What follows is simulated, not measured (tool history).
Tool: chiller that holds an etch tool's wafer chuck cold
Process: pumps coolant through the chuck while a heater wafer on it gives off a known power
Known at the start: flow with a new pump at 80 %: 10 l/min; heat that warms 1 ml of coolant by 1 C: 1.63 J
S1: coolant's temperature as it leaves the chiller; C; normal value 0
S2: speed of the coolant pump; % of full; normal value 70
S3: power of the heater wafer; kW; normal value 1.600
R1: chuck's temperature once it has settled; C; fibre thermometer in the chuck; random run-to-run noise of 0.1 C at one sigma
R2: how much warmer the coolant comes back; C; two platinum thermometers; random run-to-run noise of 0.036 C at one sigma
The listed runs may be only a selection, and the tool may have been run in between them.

run	hour	S1	S2	S3	R1	R2
1	0.0	0	70	1.600	22.1	7.26
2	109.6	0	70	1.600	22.3	7.14
3	222.4	0	70	1.600	22.2	7.22
# hour 282.6: chiller's thermometer calibrated
4	356.8	0	70	1.600	23.1	7.27
5	422.0	0	70	1.600	23.2	7.22
6	508.4	0	70	1.600	23.4	7.26
7	628.6	0	70	1.600	23.4	7.29
8	686.6	0	70	1.600	23.6	7.27
9	773.7	0	70	1.600	23.6	7.33
10	882.0	0	70	1.600	24.0	7.35
11	947.5	0	70	1.600	24.0	7.32
12	1046.8	0	70	1.600	24.0	7.35
# hour 1089.3: coolant changed, channels flushed
13	1163.5	0	70	1.600	20.5	7.39
14	1263.7	0	70	1.600	20.1	7.33
15	1334.9	0	70	1.600	20.5	7.34
16	1436.9	0	79	1.600	18.5	6.52
17	1550.6	0	88	1.600	16.6	5.86
18	1638.1	0	70	1.072	13.8	4.95

Predict the results of run 19:
19	1741.0	0	70	1.072	?	?

R1: 14.0 C
R2: 4.94 C
The same run, on a tool lacking any hidden state, would have yielded R1 12.8 C, R2 4.49 C.
